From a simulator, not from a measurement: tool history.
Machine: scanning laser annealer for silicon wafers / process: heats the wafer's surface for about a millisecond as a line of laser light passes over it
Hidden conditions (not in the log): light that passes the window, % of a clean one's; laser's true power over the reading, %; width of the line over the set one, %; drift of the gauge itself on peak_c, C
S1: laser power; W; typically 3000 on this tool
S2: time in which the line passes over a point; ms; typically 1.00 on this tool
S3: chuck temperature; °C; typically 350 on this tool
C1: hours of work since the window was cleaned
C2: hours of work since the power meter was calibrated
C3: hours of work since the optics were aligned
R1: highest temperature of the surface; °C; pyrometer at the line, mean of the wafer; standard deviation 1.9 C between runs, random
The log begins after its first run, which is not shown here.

run,hour,S1,S2,S3,C1,C2,C3,R1
2,19.6,3000,1.00,350,388,680,930,1094
3,38.5,3000,1.00,350,403,695,945,1095
4,56.8,3000,1.00,350,417,710,959,1095
5,76.7,3000,1.00,350,433,725,975,1096
6,92.2,3000,1.00,350,445,738,987,1096
7,113.2,3000,1.00,350,462,754,1004,1092
8,122.8,3000,0.77,350,469,762,1011,1007
9,140.1,3000,0.94,350,483,775,1025,1075
10,156.6,3000,0.94,350,496,789,1038,1071
11,176.7,3000,0.94,350,512,804,1054,1077
12,192.1,3000,0.94,350,524,817,1066,1072
13,205.8,3000,0.94,350,535,827,1077,1074
14,223.6,3000,0.94,350,549,841,1091,1073
15,244.2,3000,0.94,350,565,858,1107,1076
16,257.6,3000,0.94,350,576,868,1118,1073
# hour 279.8: window over the wafer cleaned
17,281.0,2936,1.00,350,1,885,1135,1077
18,294.3,3000,1.00,350,11,896,1145,1097
19,307.6,3000,1.00,350,22,906,1156,1095
20,321.8,3000,1.00,350,33,917,1167,1095

Run 21 is up next; what results do you expect?
21,334.5,3000,1.00,350,43,927,1177,?

R1: 1098 °C
Take away the tool's hidden state, keep the run-to-run variation as it was, and the same run would have given R1 1099 °C.

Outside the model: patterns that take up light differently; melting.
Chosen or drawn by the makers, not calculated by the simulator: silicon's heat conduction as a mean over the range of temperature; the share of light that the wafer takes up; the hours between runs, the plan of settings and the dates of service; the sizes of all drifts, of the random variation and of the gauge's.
